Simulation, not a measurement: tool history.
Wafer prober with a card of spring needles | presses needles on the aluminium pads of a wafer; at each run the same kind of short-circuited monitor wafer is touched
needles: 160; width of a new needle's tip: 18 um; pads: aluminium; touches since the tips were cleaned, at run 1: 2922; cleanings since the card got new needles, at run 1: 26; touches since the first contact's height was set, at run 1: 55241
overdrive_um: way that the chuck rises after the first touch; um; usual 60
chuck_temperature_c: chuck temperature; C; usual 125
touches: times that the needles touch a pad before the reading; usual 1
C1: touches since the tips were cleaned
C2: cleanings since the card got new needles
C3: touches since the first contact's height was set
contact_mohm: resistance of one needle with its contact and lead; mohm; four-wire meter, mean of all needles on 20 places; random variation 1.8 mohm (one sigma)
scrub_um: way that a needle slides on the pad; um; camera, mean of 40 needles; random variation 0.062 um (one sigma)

Run 1, hour 0: usual settings; C1 2922; C2 26; C3 55241. Result: contact_mohm 210 mohm, scrub_um 13.45 um.
At hour 4.6: tips cleaned on abrasive film.
At hour 15.8: tips cleaned on abrasive film.
Run 2, hour 21.1: usual settings; C1 2378; C2 28; C3 64646. Result: contact_mohm 210 mohm, scrub_um 13.4 um.
At hour 23.8: height of the first contact set anew.
At hour 26.3: tips cleaned on abrasive film.
At hour 38.2: tips cleaned on abrasive film.
At hour 47.8: tips cleaned on abrasive film.
Run 3, hour 52.4: usual settings; C1 2053; C2 31; C3 12708. Result: contact_mohm 208 mohm, scrub_um 13.68 um.
At hour 59: tips cleaned on abrasive film.
At hour 69.4: tips cleaned on abrasive film.
Run 4, hour 76.8: usual settings; C1 3309; C2 33; C3 23562. Result: contact_mohm 210 mohm, scrub_um 13.69 um.
At hour 79.3: tips cleaned on abrasive film.
At hour 90.5: tips cleaned on abrasive film.
Run 5, hour 95.1: usual settings; C1 2086; C2 35; C3 31719. Result: contact_mohm 204 mohm, scrub_um 13.62 um.
At hour 102: tips cleaned on abrasive film.
At hour 111.6: tips cleaned on abrasive film.
At hour 123.6: tips cleaned on abrasive film.
At hour 133.2: tips cleaned on abrasive film.
Run 6, hour 133.4: usual settings; C1 92; C2 39; C3 48747. Result: contact_mohm 193 mohm, scrub_um 13.61 um.
At hour 144.9: tips cleaned on abrasive film.
At hour 156.5: tips cleaned on abrasive film.
At hour 167.1: tips cleaned on abrasive film.
Run 7, hour 167.1: usual settings; C1 0; C2 42; C3 63713. Result: contact_mohm 192 mohm, scrub_um 13.4 um.
At hour 171.7: height of the first contact set anew.
At hour 178.8: tips cleaned on abrasive film.
At hour 189.5: tips cleaned on abrasive film.
Run 8, hour 198.2: usual settings; C1 3910; C2 44; C3 11803. Result: contact_mohm 210 mohm, scrub_um 13.81 um.
At hour 200.7: tips cleaned on abrasive film.
At hour 211.9: tips cleaned on abrasive film.
At hour 222.4: tips cleaned on abrasive film.
Run 9, hour 222.4: usual settings; C1 0; C2 47; C3 22561. Result: contact_mohm 194 mohm, scrub_um 13.7 um.
At hour 233.7: tips cleaned on abrasive film.
At hour 245.7: tips cleaned on abrasive film.
At hour 255.9: tips cleaned on abrasive film.
Run 10, hour 259.1: usual settings; C1 1421; C2 50; C3 38890. Result: contact_mohm 208 mohm, scrub_um 13.56 um.
At hour 266.3: tips cleaned on abrasive film.
At hour 276.5: tips cleaned on abrasive film.
Run 11, hour 276.5: usual settings but touches 2; C1 0; C2 52; C3 46623. Result: contact_mohm 192 mohm, scrub_um 13.54 um.
At hour 287.9: tips cleaned on abrasive film.
At hour 299.1: tips cleaned on abrasive film.
At hour 310.9: tips cleaned on abrasive film.
Run 12, hour 316.8: usual settings but overdrive_um 41 um, touches 2; C1 2637; C2 55; C3 64584. Result: contact_mohm 222 mohm, scrub_um 9.12 um.
At hour 319.5: height of the first contact set anew.
At hour 321.9: tips cleaned on abrasive film.
At hour 332.9: tips cleaned on abrasive film.
Run 13, hour 339.8: usual settings but overdrive_um 41 um, touches 2; C1 3056; C2 57; C3 9021. Result: contact_mohm 216 mohm, scrub_um 9.44 um.

The next listed run, before its measurement:
At hour 344.6: tips cleaned on abrasive film.
At hour 354.2: tips cleaned on abrasive film.
At hour 363.8: tips cleaned on abrasive film.
Run 14, hour 372.6: usual settings but overdrive_um 41 um, touches 2; C1 3941; C2 60; C3 23639. Result: contact_mohm ?, scrub_um ?.

contact_mohm: 225 mohm
scrub_um: 9.26 um
Without the tool's hidden state the same run would have given contact_mohm 195 mohm, scrub_um 9.4 um.

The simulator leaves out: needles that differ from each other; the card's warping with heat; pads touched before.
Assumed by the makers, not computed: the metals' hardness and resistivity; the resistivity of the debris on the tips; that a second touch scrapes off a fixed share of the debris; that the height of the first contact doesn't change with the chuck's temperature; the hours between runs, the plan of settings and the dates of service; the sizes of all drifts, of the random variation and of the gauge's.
